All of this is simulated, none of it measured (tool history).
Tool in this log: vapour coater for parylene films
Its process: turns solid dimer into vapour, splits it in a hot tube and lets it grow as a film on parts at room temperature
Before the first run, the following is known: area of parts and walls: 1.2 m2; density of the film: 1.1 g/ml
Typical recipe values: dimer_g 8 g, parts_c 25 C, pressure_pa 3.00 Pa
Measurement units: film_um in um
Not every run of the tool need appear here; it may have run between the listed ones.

Run 1, hour 0.0: usual settings. Result: film_um 4.94 um.
Run 2, hour 12.0: usual settings. Result: film_um 4.91 um.
Run 3, hour 26.6: usual settings but pressure_pa 4.49 Pa. Result: film_um 4.55 um.
Run 4, hour 41.0: usual settings but pressure_pa 4.49 Pa. Result: film_um 4.57 um.
Run 5, hour 49.8: usual settings but pressure_pa 4.49 Pa. Result: film_um 4.55 um.
Run 6, hour 62.2: usual settings but pressure_pa 4.49 Pa. Result: film_um 4.55 um.
Run 7, hour 76.8: usual settings but pressure_pa 4.49 Pa. Result: film_um 4.54 um.
Run 8, hour 84.1: usual settings but pressure_pa 4.49 Pa. Result: film_um 4.54 um.
Run 9, hour 93.0: usual settings but pressure_pa 4.49 Pa. Result: film_um 4.54 um.
Run 10, hour 101.3: usual settings but pressure_pa 4.49 Pa. Result: film_um 4.55 um.
Run 11, hour 116.4: usual settings but pressure_pa 4.49 Pa. Result: film_um 4.52 um.
Run 12, hour 125.7: usual settings but parts_c 19 C. Result: film_um 5.84 um.
Run 13, hour 140.8: usual settings but parts_c 19 C. Result: film_um 5.84 um.
At hour 152.1: trap's valve overhauled.
Run 14, hour 152.1: usual settings but dimer_g 10 g, parts_c 27 C, pressure_pa 5.06 Pa. Result: film_um 5.20 um.
Run 15, hour 159.6: usual settings but dimer_g 10 g, parts_c 27 C, pressure_pa 5.06 Pa. Result: film_um 5.21 um.

Run 16 is up next; what results do you expect?
Run 16, hour 172.5: usual settings but dimer_g 10 g, parts_c 27 C, pressure_pa 5.06 Pa. Result: film_um ?.

{"run 16": {"film_um": 5.21}}
Had the tool carried no hidden state, the very same run would have given film_um 5.28 um.
